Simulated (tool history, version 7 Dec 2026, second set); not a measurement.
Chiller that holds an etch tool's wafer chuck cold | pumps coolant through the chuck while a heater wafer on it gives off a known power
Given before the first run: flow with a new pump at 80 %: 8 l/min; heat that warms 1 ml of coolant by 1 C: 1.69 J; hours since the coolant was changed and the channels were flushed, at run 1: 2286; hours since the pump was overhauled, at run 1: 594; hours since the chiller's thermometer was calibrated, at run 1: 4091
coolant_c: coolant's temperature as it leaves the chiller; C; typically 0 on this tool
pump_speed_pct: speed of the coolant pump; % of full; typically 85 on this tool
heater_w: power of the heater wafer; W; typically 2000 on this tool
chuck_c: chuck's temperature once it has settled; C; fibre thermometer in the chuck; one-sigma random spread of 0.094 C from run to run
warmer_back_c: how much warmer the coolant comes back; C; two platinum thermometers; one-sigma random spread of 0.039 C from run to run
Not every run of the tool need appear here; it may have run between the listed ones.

run,hour,coolant_c,pump_speed_pct,heater_w,hours since the coolant was changed and the channels were flushed,hours since the pump was overhauled,hours since the chiller's thermometer was calibrated,chuck_c,warmer_back_c
1,0.0,0,85,2000,2286,594,4091,14.87,8.38
2,60.6,0,85,2000,2346,655,4151,14.92,8.28
3,95.0,0,85,2000,2381,689,4186,14.92,8.39
4,139.9,0,85,2000,2425,734,4231,14.88,8.34
5,205.9,0,85,2000,2492,800,4297,15.07,8.36
6,252.4,1,85,2000,2538,846,4343,15.99,8.39
7,285.2,1,85,2000,2571,879,4376,15.99,8.32
8,327.1,0,85,1497,2613,921,4418,11.10,6.29
9,389.6,0,85,1497,2675,983,4480,11.15,6.34
10,426.0,0,85,2000,2712,1020,4517,15.04,8.39
11,488.6,0,85,1496,2774,1082,4579,11.28,6.34
12,543.0,0,85,2000,2829,1137,4634,14.97,8.39
13,600.9,0,64,2000,2886,1195,4692,19.56,11.56
14,665.2,0,64,2000,2951,1259,4756,19.47,11.57
15,709.1,0,64,2000,2995,1303,4800,19.55,11.62
16,763.5,0,85,2000,3049,1357,4854,15.02,8.39
17,828.5,0,90,1202,3114,1422,4919,8.35,4.79
18,879.9,1,63,2000,3165,1474,4971,20.83,11.90
19,931.3,1,60,2000,3217,1525,5022,21.62,12.59
20,965.0,1,60,2000,3251,1559,5056,21.81,12.70
21,999.2,1,60,2000,3285,1593,5090,21.85,12.51
22,1028.8,-7,60,2802,3314,1623,5120,22.34,17.64
23,1056.5,4,90,2000,3342,1650,5147,18.34,7.92
24,1113.7,5,89,2000,3399,1708,5205,19.71,8.06
25,1180.3,5,85,2000,3466,1774,5271,20.24,8.56
26,1213.8,5,85,2000,3499,1808,5305,20.26,8.53
27,1247.3,1,72,1743,3533,1841,5338,16.37,8.95
28,1284.4,1,72,1743,3570,1878,5375,16.40,8.93
29,1315.4,1,63,1743,3601,1909,5406,18.37,10.51
# hour 1339.7: chiller's thermometer calibrated
30,1370.4,5,62,1313,3655,1963,31,18.67,7.96
31,1399.8,0,85,2685,3684,1993,60,21.30,11.45

What if the next run were any one of these 3? Each begins from the tool's condition after run 31:
A,1467.4,4,69,2001,3752,2060,128,?,?
B,1467.4,-7,85,2000,3752,2060,128,?,?
C,1467.4,0,85,1016,3752,2060,128,?,?

run,chuck_c,warmer_back_c
A,23.13,10.78
B,8.94,8.48
C,8.09,4.39
Had the tool no hidden state, the same runs would have come out as:
run,chuck_c,warmer_back_c
A,21.82,10.51
B,7.83,8.26
C,7.53,4.28
